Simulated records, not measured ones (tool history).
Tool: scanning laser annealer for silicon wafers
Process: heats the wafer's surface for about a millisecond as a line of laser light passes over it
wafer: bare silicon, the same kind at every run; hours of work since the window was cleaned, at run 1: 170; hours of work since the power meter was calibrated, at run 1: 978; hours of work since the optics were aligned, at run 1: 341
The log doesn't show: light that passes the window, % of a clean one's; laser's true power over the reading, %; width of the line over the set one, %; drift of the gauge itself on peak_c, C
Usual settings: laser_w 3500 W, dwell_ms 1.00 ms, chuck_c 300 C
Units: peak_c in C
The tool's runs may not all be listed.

run    hour  laser_w  dwell_ms  chuck_c  hours of work since the window was cleaned  hours of work since the power meter was calibrated  hours of work since the optics were aligned  peak_c
  1     0.0     3500      1.00      300                                         170                                                 978                                          341    1090
  2    40.0     3500      1.00      300                                         199                                                1007                                          370    1086
  3   117.5     3500      1.00      300                                         256                                                1064                                          426    1085
  4   176.7     3500      1.00      300                                         299                                                1107                                          470    1081
  5   244.6     3500      1.00      300                                         348                                                1157                                          519    1078
  6   294.1     3500      1.00      300                                         384                                                1193                                          555    1075
  7   350.1     3500      1.00      300                                         425                                                1234                                          596    1075
  8   413.5     3500      1.00      300                                         472                                                1280                                          643    1073
  9   454.0     3500      1.00      300                                         501                                                1310                                          672    1070
 10   514.7     3500      1.00      300                                         546                                                1354                                          716    1065
 11   566.0     3500      1.02      300                                         583                                                1391                                          754    1069
 12   607.4     3500      1.00      300                                         613                                                1422                                          784    1064
 13   642.4     3500      1.00      300                                         639                                                1447                                          810    1059
      666.9  -- window over the wafer cleaned
 14   679.0     3500      1.00      300                                           9                                                1473                                          835    1092
 15   728.6     3500      1.00      300                                          45                                                1509                                          871    1092
 16   785.7     3500      1.00      300                                          87                                                1550                                          913    1085
 17   858.5     3591      1.00      300                                         140                                                1604                                          966    1110
 18   926.2     3609      1.00      300                                         189                                                1653                                         1015    1113
 19   961.9     3500      1.00      300                                         215                                                1679                                         1042    1084
 20   997.1     3500      1.00      272                                         241                                                1705                                         1067    1054
 21  1031.3     3500      1.00      267                                         266                                                1730                                         1092    1046
 22  1083.2     3561      1.13      267                                         304                                                1768                                         1130    1100
 23  1121.9     3561      1.13      275                                         332                                                1796                                         1158    1108
 24  1180.9     3561      1.13      275                                         375                                                1839                                         1201    1111
 25  1239.7     3561      1.13      275                                         418                                                1882                                         1244    1106
 26  1276.7     3641      1.02      300                                         445                                                1909                                         1271    1111
 27  1342.7     3641      1.02      300                                         493                                                1957                                         1320    1111
 28  1385.3     3208      1.02      300                                         525                                                1988                                         1351     996
 29  1419.5     3208      1.16      281                                         549                                                2013                                         1376    1018
 30  1484.6     3173      1.05      278                                         597                                                2061                                         1423     973
 31  1546.8     3500      1.12      300                                         643                                                2106                                         1469    1095
     1565.9  -- window over the wafer cleaned
 32  1621.4     3573      1.00      287                                          41                                                2159                                         1522    1091
 33  1684.0     3817      1.00      287                                          86                                                2205                                         1567    1153
     1756.2  -- optics aligned, line set to its width
 34  1757.2     3368      1.00      287                                         136                                                2255                                            1    1056
 35  1794.3     3500      0.98      298                                         163                                                2282                                           28    1092
 36  1857.7     3500      1.01      322                                         209                                                2328                                           74    1119
 37  1916.7     3500      1.01      322                                         253                                                2371                                          117    1121
 38  1987.8     3265      1.22      306                                         304                                                2423                                          169    1104
 39  2044.4     3500      1.14      282                                         346                                                2464                                          210    1115
 40  2097.8     3633      1.14      289                                         385                                                2503                                          249    1158
 41  2174.5     3464      1.25      301                                         441                                                2559                                          305    1156

Hidden state at the last listed run before each entry between runs and at the first one after, where it differs:
Between runs 13 and 14: window over the wafer cleaned (hour 666.9)
  light that passes the window, % of a clean one's: 96.43 -> 99.94; laser's true power over the reading, %: 1.1 -> 1.12; width of the line over the set one, %: 1.82 -> 1.87
  measured less the result without the state, peak_c: -33 -> +0 C
Between runs 31 and 32: window over the wafer cleaned (hour 1565.9)
  light that passes the window, % of a clean one's: 96.49 -> 99.69; laser's true power over the reading, %: 1.5 -> 1.54; width of the line over the set one, %: 3.23 -> 3.34
  measured less the result without the state, peak_c: -38 -> -8 C
Between runs 33 and 34: optics aligned, line set to its width (hour 1756.2)
  light that passes the window, % of a clean one's: 99.45 -> 99.15; laser's true power over the reading, %: 1.56 -> 1.6; width of the line over the set one, %: 3.45 -> 0.04
  measured less the result without the state, peak_c: -11 -> +6 C

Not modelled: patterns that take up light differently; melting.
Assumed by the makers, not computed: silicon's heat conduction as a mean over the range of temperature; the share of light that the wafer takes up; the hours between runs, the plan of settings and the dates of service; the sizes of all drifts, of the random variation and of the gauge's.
